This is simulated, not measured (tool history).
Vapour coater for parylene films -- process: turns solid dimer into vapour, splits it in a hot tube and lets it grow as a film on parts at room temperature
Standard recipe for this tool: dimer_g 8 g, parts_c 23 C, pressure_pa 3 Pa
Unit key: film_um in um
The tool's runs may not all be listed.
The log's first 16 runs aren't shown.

| run | day | dimer_g | parts_c | pressure_pa | film_um |
|---|---|---|---|---|---|
| 17 | 29.808 | 7 | 23 | 3 | 1.79 |
| 18 | 31.879 | 11 | 23 | 3.15 | 2.75 |
| 19 | 33.438 | 11 | 16 | 3.11 | 3.44 |
| 20 | 36.088 | 11 | 16 | 3.11 | 3.47 |
| 21 | 37.892 | 11 | 16 | 3.11 | 3.47 |
|  | 38.45 | trap's valve overhauled, once more |
| 22 | 39.588 | 8 | 29 | 6.92 | 1.59 |
| 23 | 42.246 | 4 | 23 | 10.08 | 0.91 |
| 24 | 43.442 | 8 | 22 | 3 | 2.28 |
| 25 | 45.121 | 13 | 23 | 3 | 3.54 |
| 26 | 46.525 | 14 | 27 | 4.4 | 3.17 |
| 27 | 48.192 | 7 | 23 | 2.81 | 1.93 |
| 28 | 49.933 | 7 | 23 | 2.81 | 1.9 |
| 29 | 51.829 | 5 | 29 | 3 | 1.12 |
| 30 | 53.779 | 8 | 27 | 3 | 1.87 |

Forecast each of these 5 alternatives for the next run:
| A | 55.704 | 11 | 23 | 4.82 | ? |
| B | 55.704 | 4 | 16 | 11.71 | ? |
| C | 55.704 | 8 | 20 | 8.26 | ? |
| D | 55.704 | 4 | 27 | 9.17 | ? |
| E | 55.704 | 4 | 21 | 3 | ? |

| run | film_um |
|---|---|
| A | 2.74 |
| B | 1.09 |
| C | 1.98 |
| D | 0.78 |
| E | 1.16 |
Without the tool's unlogged condition, the same runs would have read:
| run | film_um |
|---|---|
| A | 2.96 |
| B | 1.17 |
| C | 2.15 |
| D | 0.84 |
| E | 1.26 |

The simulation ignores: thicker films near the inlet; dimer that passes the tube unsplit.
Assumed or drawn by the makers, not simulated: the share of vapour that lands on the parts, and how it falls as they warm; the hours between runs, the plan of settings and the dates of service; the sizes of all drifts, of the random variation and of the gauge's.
